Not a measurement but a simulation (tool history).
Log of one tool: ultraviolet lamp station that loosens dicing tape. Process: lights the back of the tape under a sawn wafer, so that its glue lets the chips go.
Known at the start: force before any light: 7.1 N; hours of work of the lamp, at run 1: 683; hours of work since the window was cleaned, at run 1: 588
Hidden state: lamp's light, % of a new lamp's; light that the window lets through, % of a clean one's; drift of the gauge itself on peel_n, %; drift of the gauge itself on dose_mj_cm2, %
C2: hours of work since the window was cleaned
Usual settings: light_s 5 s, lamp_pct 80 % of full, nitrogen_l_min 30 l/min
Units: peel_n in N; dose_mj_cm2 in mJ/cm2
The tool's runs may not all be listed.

{"run": 1, "day": 0.0, "light_s": 5, "lamp_pct": 80, "nitrogen_l_min": 30, "hours of work of the lamp": 683, "C2": 588, "peel_n": 0.192, "dose_mj_cm2": 413}
{"run": 2, "day": 0.904, "light_s": 5, "lamp_pct": 80, "nitrogen_l_min": 30, "hours of work of the lamp": 701, "C2": 605, "peel_n": 0.186, "dose_mj_cm2": 407}
{"run": 3, "day": 2.179, "light_s": 5, "lamp_pct": 69, "nitrogen_l_min": 30, "hours of work of the lamp": 725, "C2": 629, "peel_n": 0.242, "dose_mj_cm2": 350}
{"run": 4, "day": 3.158, "light_s": 5, "lamp_pct": 69, "nitrogen_l_min": 50, "hours of work of the lamp": 744, "C2": 648, "peel_n": 0.193, "dose_mj_cm2": 354}
{"day": 3.267, "done": "window cleaned of glue's vapour"}
{"run": 5, "day": 4.621, "light_s": 5, "lamp_pct": 80, "nitrogen_l_min": 30, "hours of work of the lamp": 771, "C2": 26, "peel_n": 0.18, "dose_mj_cm2": 408}
{"run": 6, "day": 5.271, "light_s": 5, "lamp_pct": 80, "nitrogen_l_min": 30, "hours of work of the lamp": 784, "C2": 38, "peel_n": 0.189, "dose_mj_cm2": 407}
{"run": 7, "day": 6.096, "light_s": 3, "lamp_pct": 80, "nitrogen_l_min": 30, "hours of work of the lamp": 799, "C2": 54, "peel_n": 0.502, "dose_mj_cm2": 241}
{"run": 8, "day": 7.062, "light_s": 4, "lamp_pct": 96, "nitrogen_l_min": 30, "hours of work of the lamp": 818, "C2": 73, "peel_n": 0.196, "dose_mj_cm2": 392}
{"run": 9, "day": 8.1, "light_s": 10, "lamp_pct": 72, "nitrogen_l_min": 14, "hours of work of the lamp": 838, "C2": 92, "peel_n": 0.131, "dose_mj_cm2": 736}
{"run": 10, "day": 9.438, "light_s": 10, "lamp_pct": 72, "nitrogen_l_min": 14, "hours of work of the lamp": 863, "C2": 118, "peel_n": 0.139, "dose_mj_cm2": 728}
{"run": 11, "day": 10.1, "light_s": 10, "lamp_pct": 72, "nitrogen_l_min": 14, "hours of work of the lamp": 876, "C2": 131, "peel_n": 0.148, "dose_mj_cm2": 736}

Forecast each of these 3 alternatives for the next run:
{"run": "A", "day": 11.271, "light_s": 10, "lamp_pct": 78, "nitrogen_l_min": 14, "hours of work of the lamp": 898, "C2": 153, "peel_n": "?", "dose_mj_cm2": "?"}
{"run": "B", "day": 11.271, "light_s": 3, "lamp_pct": 80, "nitrogen_l_min": 11, "hours of work of the lamp": 898, "C2": 153, "peel_n": "?", "dose_mj_cm2": "?"}
{"run": "C", "day": 11.271, "light_s": 3, "lamp_pct": 72, "nitrogen_l_min": 14, "hours of work of the lamp": 898, "C2": 153, "peel_n": "?", "dose_mj_cm2": "?"}

run=A peel_n=0.137 dose_mj_cm2=791
run=B peel_n=0.941 dose_mj_cm2=241
run=C peel_n=0.949 dose_mj_cm2=218
Without the tool's hidden state the same runs would have given:
run=A peel_n=0.137 dose_mj_cm2=794
run=B peel_n=0.935 dose_mj_cm2=242
run=C peel_n=0.943 dose_mj_cm2=219
